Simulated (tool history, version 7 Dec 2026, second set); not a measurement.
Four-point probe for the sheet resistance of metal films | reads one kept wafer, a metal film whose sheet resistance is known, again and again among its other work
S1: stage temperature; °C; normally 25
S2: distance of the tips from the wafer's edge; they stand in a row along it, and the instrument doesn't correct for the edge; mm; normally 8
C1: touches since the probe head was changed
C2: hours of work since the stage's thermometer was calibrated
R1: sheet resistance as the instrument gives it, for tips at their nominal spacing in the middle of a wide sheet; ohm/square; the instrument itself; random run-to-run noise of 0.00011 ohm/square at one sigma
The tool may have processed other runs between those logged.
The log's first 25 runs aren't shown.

Run 26, hour 1797.3: usual settings but S1 34 °C; C1 79694; C2 835. Result: R1 0.530350 ohm/square.
Run 27, hour 1870.1: usual settings but S1 21 °C; C1 81656; C2 881. Result: R1 0.535636 ohm/square.
Run 28, hour 1945.6: usual settings but S1 20 °C, S2 68 mm; C1 83691; C2 930. Result: R1 0.529054 ohm/square.
Run 29, hour 2009.7: usual settings but S2 17 mm; C1 85416; C2 971. Result: R1 0.528545 ohm/square.
Run 30, hour 2070.2: usual settings but S1 22 °C, S2 4 mm; C1 87046; C2 1009. Result: R1 0.555082 ohm/square.
Run 31, hour 2118.4: usual settings but S1 19 °C, S2 3 mm; C1 88344; C2 1040. Result: R1 0.575734 ohm/square.
Run 32, hour 2205.6: usual settings but S1 18 °C, S2 14 mm; C1 90693; C2 1096. Result: R1 0.532187 ohm/square.
Run 33, hour 2268.0: usual settings but S1 24 °C, S2 65 mm; C1 92374; C2 1136. Result: R1 0.527176 ohm/square.
Run 34, hour 2317.0: usual settings but S1 21 °C, S2 4 mm; C1 93693; C2 1167. Result: R1 0.555538 ohm/square.

Alternative continuations, all from the tool just after run 34; predict every row:
Run A, hour 2412.9: usual settings but S1 23 °C, S2 13 mm; C1 96278; C2 1228. Result: R1 ?.
Run B, hour 2412.9: usual settings but S1 21 °C, S2 5 mm; C1 96278; C2 1228. Result: R1 ?.
Run C, hour 2412.9: usual settings but S2 6 mm; C1 96278; C2 1228. Result: R1 ?.
Run D, hour 2412.9: usual settings but S1 32 °C, S2 3 mm; C1 96278; C2 1228. Result: R1 ?.
Run E, hour 2412.9: usual settings; C1 96278; C2 1228. Result: R1 ?.

run        R1
  A  0.530295
  B  0.546040
  C  0.539276
  D  0.569742
  E  0.533845
Take away the tool's hidden state, keep each run's random variation, and the runs would have read:
run        R1
  A  0.532025
  B  0.547814
  C  0.541033
  D  0.571593
  E  0.535586
